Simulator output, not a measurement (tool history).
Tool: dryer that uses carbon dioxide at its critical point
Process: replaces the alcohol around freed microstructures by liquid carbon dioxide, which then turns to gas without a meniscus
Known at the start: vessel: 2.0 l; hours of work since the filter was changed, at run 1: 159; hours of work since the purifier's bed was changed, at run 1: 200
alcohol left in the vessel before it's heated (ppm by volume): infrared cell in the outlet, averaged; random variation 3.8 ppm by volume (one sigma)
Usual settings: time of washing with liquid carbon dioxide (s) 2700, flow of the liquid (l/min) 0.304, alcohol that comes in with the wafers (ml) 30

run	day	time of washing with liquid carbon dioxide (s)	flow of the liquid (l/min)	alcohol that comes in with the wafers (ml)	hours of work since the filter was changed	hours of work since the purifier's bed was changed	alcohol left in the vessel before it's heated (ppm by volume)
1	0	2700	0.304	30	159	200	58
2	1.138	2700	0.304	30	180	221	73
3	2.292	1740	0.304	30	202	243	445
4	2.967	2220	0.304	30	215	255	185
# day 3.592: inlet filter changed
5	4.2	2220	0.304	30	11	278	82
6	4.908	2220	0.304	30	25	291	93
7	6.033	4260	0.304	79	46	312	24

Forecast run 8:
8	7.129	2700	0.199	57	66	332	?

Run 8 gave alcohol left in the vessel before it's heated (ppm by volume) 509.
Without the tool's hidden state the same run would have given alcohol left in the vessel before it's heated (ppm by volume) 399.
